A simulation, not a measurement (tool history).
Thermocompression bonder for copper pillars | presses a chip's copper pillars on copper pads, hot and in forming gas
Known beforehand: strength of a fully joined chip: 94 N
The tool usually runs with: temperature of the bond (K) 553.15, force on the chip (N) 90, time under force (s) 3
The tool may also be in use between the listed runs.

| run | day | temperature of the bond (K) | force on the chip (N) | time under force (s) | force that shears a chip off (N) |
|---|---|---|---|---|---|
| 1 | 0.000 | 553.15 | 90 | 3 | 34.8 |
| 2 | 0.629 | 553.15 | 90 | 3 | 34.0 |
| 3 | 1.212 | 553.15 | 90 | 3 | 34.2 |
| 4 | 1.667 | 579.15 | 90 | 3 | 46.6 |
| 5 | 2.067 | 579.15 | 90 | 3 | 44.7 |
| 6 | 2.704 | 579.15 | 90 | 4 | 50.1 |
| 7 | 3.088 | 555.15 | 90 | 3 | 34.2 |
| 8 | 3.817 | 555.15 | 90 | 3 | 33.0 |
| 9 | 4.117 | 555.15 | 90 | 3 | 32.7 |
| 10 | 4.596 | 534.15 | 90 | 3 | 26.3 |
| 11 | 5.179 | 534.15 | 90 | 3 | 25.0 |
| 12 | 5.750 | 534.15 | 90 | 3 | 25.2 |
| 13 | 6.483 | 547.15 | 90 | 3 | 29.7 |
| 14 | 7.000 | 547.15 | 90 | 3 | 29.5 |
| 15 | 7.396 | 549.15 | 100 | 8 | 49.4 |
| 16 | 7.729 | 560.15 | 121 | 6 | 57.4 |
| 17 | 8.217 | 551.15 | 121 | 7 | 55.2 |
| 18 | 8.662 | 551.15 | 121 | 7 | 53.7 |
| 19 | 9.246 | 551.15 | 121 | 7 | 55.5 |
| 20 | 9.592 | 551.15 | 121 | 2 | 35.6 |
| 21 | 10.308 | 537.15 | 76 | 3 | 20.3 |
| 22 | 10.817 | 578.15 | 90 | 8 | 59.4 |
| 23 | 11.550 | 578.15 | 90 | 8 | 59.8 |

Here are 3 independent what-if runs from the current tool condition. What would each one return?
| A | 12.188 | 556.15 | 74 | 3 | ? |
| B | 12.188 | 578.15 | 90 | 3 | ? |
| C | 12.188 | 553.15 | 119 | 2 | ? |

| run | force that shears a chip off (N) |
|---|---|
| A | 26.4 |
| B | 43.9 |
| C | 36.6 |
Without the tool's hidden state the same runs would have given:
| run | force that shears a chip off (N) |
|---|---|
| A | 29.0 |
| B | 48.0 |
| C | 40.1 |
